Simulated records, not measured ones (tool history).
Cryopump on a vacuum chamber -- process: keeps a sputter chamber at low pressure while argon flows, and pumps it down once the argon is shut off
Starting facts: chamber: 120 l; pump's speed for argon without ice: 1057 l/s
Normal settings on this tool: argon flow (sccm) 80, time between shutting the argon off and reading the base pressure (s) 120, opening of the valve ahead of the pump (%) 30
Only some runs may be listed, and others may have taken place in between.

run,day,argon flow (sccm),time between shutting the argon off and reading the base pressure (s),opening of the valve ahead of the pump (%),pressure while argon flows (Pa),pressure after the wait (uPa)
1,0,80,120,30,0.4393,2.18
2,0.6,80,34,30,0.437,3.27
3,1.133,80,233,30,0.4376,2.07
4,1.708,80,120,30,0.4395,2.27
5,2.375,103,120,30,0.5642,2.31
6,3.046,103,120,30,0.5652,2.37
7,3.617,103,120,30,0.5624,2.3
8,3.938,80,115,30,0.4397,2.35
9,4.542,80,115,30,0.4388,2.33
10,5.196,80,115,30,0.4426,2.31
11,5.533,40,120,30,0.2197,2.37
12,5.979,40,120,30,0.2213,2.3
13,6.617,80,120,30,0.4434,2.34
14,7.212,80,120,30,0.441,2.33
15,7.767,80,120,30,0.4436,2.35
16,8.133,80,120,30,0.4434,2.37
17,8.65,80,151,30,0.4456,2.3
18,8.95,57,120,30,0.3165,2.4
19,9.417,141,29,30,0.783,3.73
20,9.992,75,69,49,0.2597,2.73
21,10.667,75,69,49,0.2604,2.81
22,11.325,80,42,21,0.6276,3.21
23,11.808,74,98,21,0.5806,2.52
24,12.467,143,201,23,1.0259,2.33
25,12.771,118,224,44,0.4585,2.28
26,13.45,87,120,23,0.6218,2.64
27,13.8,87,120,23,0.6303,2.49
28,14.092,87,120,23,0.6305,2.52
29,14.458,87,120,23,0.6266,2.56

Forecast each of these 4 alternatives for the next run:
A,14.946,36,41,50,?,?
B,14.946,58,278,18,?,?
C,14.946,87,120,20,?,?
D,14.946,87,101,33,?,?

run,pressure while argon flows (Pa),pressure after the wait (uPa)
A,0.1261,3.25
B,0.532,2.29
C,0.7176,2.51
D,0.4454,2.65
What these runs would have given with no unlogged condition in the tool:
run,pressure while argon flows (Pa),pressure after the wait (uPa)
A,0.1162,1.46
B,0.5162,0.48
C,0.6941,0.68
D,0.4218,0.82

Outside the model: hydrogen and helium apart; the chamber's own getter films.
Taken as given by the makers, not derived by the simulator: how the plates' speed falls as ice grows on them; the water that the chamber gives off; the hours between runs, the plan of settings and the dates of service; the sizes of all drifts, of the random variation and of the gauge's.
